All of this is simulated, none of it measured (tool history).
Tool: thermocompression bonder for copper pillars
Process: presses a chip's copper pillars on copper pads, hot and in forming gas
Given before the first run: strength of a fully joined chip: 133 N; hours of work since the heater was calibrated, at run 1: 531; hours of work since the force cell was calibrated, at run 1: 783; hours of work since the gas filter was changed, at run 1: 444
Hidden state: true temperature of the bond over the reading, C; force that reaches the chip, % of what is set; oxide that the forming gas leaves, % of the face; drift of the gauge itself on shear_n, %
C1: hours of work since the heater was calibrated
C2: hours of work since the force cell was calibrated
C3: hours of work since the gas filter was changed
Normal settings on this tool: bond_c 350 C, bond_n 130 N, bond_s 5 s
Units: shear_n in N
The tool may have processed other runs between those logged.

{"run": 1, "hour": 0.0, "bond_c": 350, "bond_n": 130, "bond_s": 5, "C1": 531, "C2": 783, "C3": 444, "shear_n": 43.9}
{"run": 2, "hour": 30.7, "bond_c": 350, "bond_n": 130, "bond_s": 5, "C1": 550, "C2": 802, "C3": 463, "shear_n": 44.8}
{"hour": 40.9, "done": "forming gas filter changed"}
{"run": 3, "hour": 63.5, "bond_c": 350, "bond_n": 130, "bond_s": 5, "C1": 570, "C2": 822, "C3": 14, "shear_n": 47.9}
{"run": 4, "hour": 81.2, "bond_c": 350, "bond_n": 130, "bond_s": 5, "C1": 581, "C2": 833, "C3": 25, "shear_n": 48.3}
{"run": 5, "hour": 114.5, "bond_c": 350, "bond_n": 130, "bond_s": 5, "C1": 602, "C2": 853, "C3": 46, "shear_n": 47.6}
{"run": 6, "hour": 141.3, "bond_c": 350, "bond_n": 189, "bond_s": 5, "C1": 618, "C2": 870, "C3": 62, "shear_n": 71.6}
{"run": 7, "hour": 175.3, "bond_c": 350, "bond_n": 130, "bond_s": 3, "C1": 639, "C2": 891, "C3": 83, "shear_n": 38.8}
{"run": 8, "hour": 204.4, "bond_c": 350, "bond_n": 130, "bond_s": 5, "C1": 657, "C2": 909, "C3": 101, "shear_n": 47.6}
{"run": 9, "hour": 226.8, "bond_c": 350, "bond_n": 130, "bond_s": 12, "C1": 671, "C2": 923, "C3": 115, "shear_n": 67.3}
{"run": 10, "hour": 257.3, "bond_c": 350, "bond_n": 130, "bond_s": 5, "C1": 690, "C2": 942, "C3": 134, "shear_n": 48.2}
{"run": 11, "hour": 283.8, "bond_c": 367, "bond_n": 130, "bond_s": 5, "C1": 706, "C2": 958, "C3": 150, "shear_n": 55.8}
{"run": 12, "hour": 300.6, "bond_c": 367, "bond_n": 130, "bond_s": 5, "C1": 717, "C2": 968, "C3": 161, "shear_n": 56.2}
{"run": 13, "hour": 332.8, "bond_c": 323, "bond_n": 130, "bond_s": 5, "C1": 737, "C2": 988, "C3": 180, "shear_n": 34.6}
{"run": 14, "hour": 368.2, "bond_c": 323, "bond_n": 130, "bond_s": 5, "C1": 759, "C2": 1010, "C3": 202, "shear_n": 34.5}
{"run": 15, "hour": 393.4, "bond_c": 350, "bond_n": 130, "bond_s": 5, "C1": 774, "C2": 1026, "C3": 218, "shear_n": 45.7}
{"run": 16, "hour": 429.2, "bond_c": 362, "bond_n": 130, "bond_s": 5, "C1": 796, "C2": 1048, "C3": 240, "shear_n": 52.4}
{"run": 17, "hour": 456.6, "bond_c": 362, "bond_n": 130, "bond_s": 5, "C1": 813, "C2": 1065, "C3": 257, "shear_n": 53.5}
{"run": 18, "hour": 479.2, "bond_c": 350, "bond_n": 93, "bond_s": 5, "C1": 827, "C2": 1079, "C3": 271, "shear_n": 31.1}
{"run": 19, "hour": 507.3, "bond_c": 350, "bond_n": 93, "bond_s": 5, "C1": 845, "C2": 1096, "C3": 288, "shear_n": 30.9}
{"hour": 513.6, "done": "force cell calibrated"}
{"run": 20, "hour": 523.6, "bond_c": 350, "bond_n": 130, "bond_s": 5, "C1": 854, "C2": 6, "C3": 297, "shear_n": 48.3}
{"run": 21, "hour": 560.1, "bond_c": 366, "bond_n": 145, "bond_s": 8, "C1": 876, "C2": 29, "C3": 320, "shear_n": 73.3}
{"run": 22, "hour": 579.6, "bond_c": 366, "bond_n": 145, "bond_s": 8, "C1": 888, "C2": 41, "C3": 332, "shear_n": 74.3}
{"run": 23, "hour": 600.1, "bond_c": 366, "bond_n": 145, "bond_s": 8, "C1": 901, "C2": 53, "C3": 345, "shear_n": 72.4}
{"run": 24, "hour": 636.1, "bond_c": 359, "bond_n": 145, "bond_s": 8, "C1": 923, "C2": 76, "C3": 367, "shear_n": 68.6}
{"run": 25, "hour": 663.8, "bond_c": 350, "bond_n": 158, "bond_s": 5, "C1": 940, "C2": 93, "C3": 384, "shear_n": 60.4}
{"run": 26, "hour": 689.5, "bond_c": 344, "bond_n": 188, "bond_s": 7, "C1": 956, "C2": 109, "C3": 400, "shear_n": 72.1}
{"run": 27, "hour": 705.8, "bond_c": 348, "bond_n": 188, "bond_s": 7, "C1": 966, "C2": 119, "C3": 410, "shear_n": 76.5}
{"hour": 710.0, "done": "heater calibrated with a thermocouple chip"}
{"run": 28, "hour": 742.3, "bond_c": 360, "bond_n": 106, "bond_s": 10, "C1": 20, "C2": 140, "C3": 431, "shear_n": 55.3}
{"run": 29, "hour": 766.4, "bond_c": 360, "bond_n": 106, "bond_s": 10, "C1": 35, "C2": 155, "C3": 446, "shear_n": 54.6}
{"run": 30, "hour": 794.8, "bond_c": 330, "bond_n": 90, "bond_s": 7, "C1": 52, "C2": 173, "C3": 464, "shear_n": 28.1}
{"hour": 804.7, "done": "forming gas filter changed"}
{"run": 31, "hour": 813.3, "bond_c": 340, "bond_n": 143, "bond_s": 12, "C1": 64, "C2": 184, "C3": 5, "shear_n": 74.0}
{"run": 32, "hour": 831.2, "bond_c": 330, "bond_n": 130, "bond_s": 5, "C1": 75, "C2": 195, "C3": 16, "shear_n": 43.1}
{"run": 33, "hour": 864.9, "bond_c": 376, "bond_n": 134, "bond_s": 5, "C1": 95, "C2": 215, "C3": 37, "shear_n": 70.7}
{"run": 34, "hour": 888.4, "bond_c": 367, "bond_n": 91, "bond_s": 10, "C1": 110, "C2": 230, "C3": 52, "shear_n": 53.8}
{"run": 35, "hour": 916.7, "bond_c": 351, "bond_n": 83, "bond_s": 3, "C1": 127, "C2": 248, "C3": 69, "shear_n": 24.4}
{"hour": 929.0, "done": "heater calibrated with a thermocouple chip, once more"}
{"run": 36, "hour": 950.0, "bond_c": 341, "bond_n": 88, "bond_s": 5, "C1": 13, "C2": 267, "C3": 89, "shear_n": 25.8}
{"run": 37, "hour": 966.8, "bond_c": 368, "bond_n": 130, "bond_s": 5, "C1": 23, "C2": 277, "C3": 99, "shear_n": 57.2}
{"run": 38, "hour": 984.1, "bond_c": 350, "bond_n": 142, "bond_s": 3, "C1": 34, "C2": 288, "C3": 110, "shear_n": 42.1}
{"run": 39, "hour": 1013.3, "bond_c": 326, "bond_n": 123, "bond_s": 3, "C1": 52, "C2": 306, "C3": 128, "shear_n": 27.0}
{"run": 40, "hour": 1044.1, "bond_c": 326, "bond_n": 123, "bond_s": 3, "C1": 71, "C2": 325, "C3": 147, "shear_n": 27.4}

Entry by entry between the runs, the difference in hidden state between the last listed run before and the first listed run after:
In the gap between runs 2 and 3: forming gas filter changed (hour 40.9)
  true temperature of the bond over the reading, C: 2.7 -> 2.8; force that reaches the chip, % of what is set: 96.5 -> 96.4; oxide that the forming gas leaves, % of the face: 10.09 -> 1.04
  measured result minus the result with no hidden state, shear_n: -5.4 -> -0.9 N
In the gap between runs 19 and 20: force cell calibrated (hour 513.6)
  true temperature of the bond over the reading, C: 4.6 -> 4.7; force that reaches the chip, % of what is set: 95.3 -> 99.3; oxide that the forming gas leaves, % of the face: 6.69 -> 6.86
  measured result minus the result with no hidden state, shear_n: -2.2 -> -1.2 N
In the gap between runs 27 and 28: heater calibrated with a thermocouple chip (hour 710.0)
  true temperature of the bond over the reading, C: 5.4 -> 8.2; force that reaches the chip, % of what is set: 98.9 -> 98.8; oxide that the forming gas leaves, % of the face: 9.2 -> 9.66
  measured result minus the result with no hidden state, shear_n: -4.5 -> -1.8 N
In the gap between runs 30 and 31: forming gas filter changed (hour 804.7)
  oxide that the forming gas leaves, % of the face: 10.3 -> 0.62
  measured result minus the result with no hidden state, shear_n: -0.5 -> +4.5 N
In the gap between runs 35 and 36: heater calibrated with a thermocouple chip, once more (hour 929.0)
  true temperature of the bond over the reading, C: 8.8 -> -0.5; force that reaches the chip, % of what is set: 98.3 -> 98.2; oxide that the forming gas leaves, % of the face: 1.97 -> 2.34
  measured result minus the result with no hidden state, shear_n: +1.7 -> -1.4 N

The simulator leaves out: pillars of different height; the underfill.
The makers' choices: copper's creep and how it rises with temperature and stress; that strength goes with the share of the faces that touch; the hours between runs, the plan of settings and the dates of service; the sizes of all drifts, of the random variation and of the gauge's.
